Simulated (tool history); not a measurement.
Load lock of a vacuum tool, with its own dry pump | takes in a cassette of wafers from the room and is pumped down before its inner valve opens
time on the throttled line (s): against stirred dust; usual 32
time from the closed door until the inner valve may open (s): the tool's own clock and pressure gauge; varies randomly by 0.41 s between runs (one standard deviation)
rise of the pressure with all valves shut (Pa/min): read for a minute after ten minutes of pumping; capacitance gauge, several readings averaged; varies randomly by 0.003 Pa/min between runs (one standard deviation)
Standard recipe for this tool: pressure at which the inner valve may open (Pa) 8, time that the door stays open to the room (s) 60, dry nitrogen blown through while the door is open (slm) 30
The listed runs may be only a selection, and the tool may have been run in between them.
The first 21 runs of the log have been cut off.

run,day,time on the throttled line (s),pressure at which the inner valve may open (Pa),time that the door stays open to the room (s),dry nitrogen blown through while the door is open (slm),"incoming humidity of the room's air, %",time from the closed door until the inner valve may open (s),rise of the pressure with all valves shut (Pa/min)
22,75.038,37,7,40,21,42.5,51.0,0.013
23,77.229,37,15,40,12,43.6,49.6,0.015
24,81.688,20,14,40,12,44.9,34.5,0.021
25,84.950,20,9,27,12,40.2,35.3,0.012
26,89.388,32,15,27,30,43.0,45.7,0.009
27,91.604,51,9,31,22,44.9,62.6,0.019
28,95.154,27,8,60,30,48.2,40.8,0.015
29,99.625,33,8,60,30,46.1,46.7,0.018
30,103.071,63,8,60,30,44.0,73.9,0.015
31,105.138,60,12,191,5,45.3,70.4,0.069
32,108.683,60,12,191,5,42.2,69.6,0.062
33,113.533,60,9,28,5,46.5,70.9,0.031

Alternative continuations, all from the tool just after run 33; predict every row:
A,115.675,34,8,60,30,43.8,?,?
B,115.675,60,8,28,5,47.3,?,?
C,115.675,60,9,30,7,45.1,?,?
D,115.675,32,8,60,26,43.8,?,?

run,time from the closed door until the inner valve may open (s),rise of the pressure with all valves shut (Pa/min)
A,48.6,0.015
B,70.3,0.027
C,70.7,0.025
D,47.1,0.022
Had the tool no hidden state, the same runs would have come out as:
run,time from the closed door until the inner valve may open (s),rise of the pressure with all valves shut (Pa/min)
A,48.6,0.015
B,70.3,0.026
C,70.7,0.025
D,47.1,0.022

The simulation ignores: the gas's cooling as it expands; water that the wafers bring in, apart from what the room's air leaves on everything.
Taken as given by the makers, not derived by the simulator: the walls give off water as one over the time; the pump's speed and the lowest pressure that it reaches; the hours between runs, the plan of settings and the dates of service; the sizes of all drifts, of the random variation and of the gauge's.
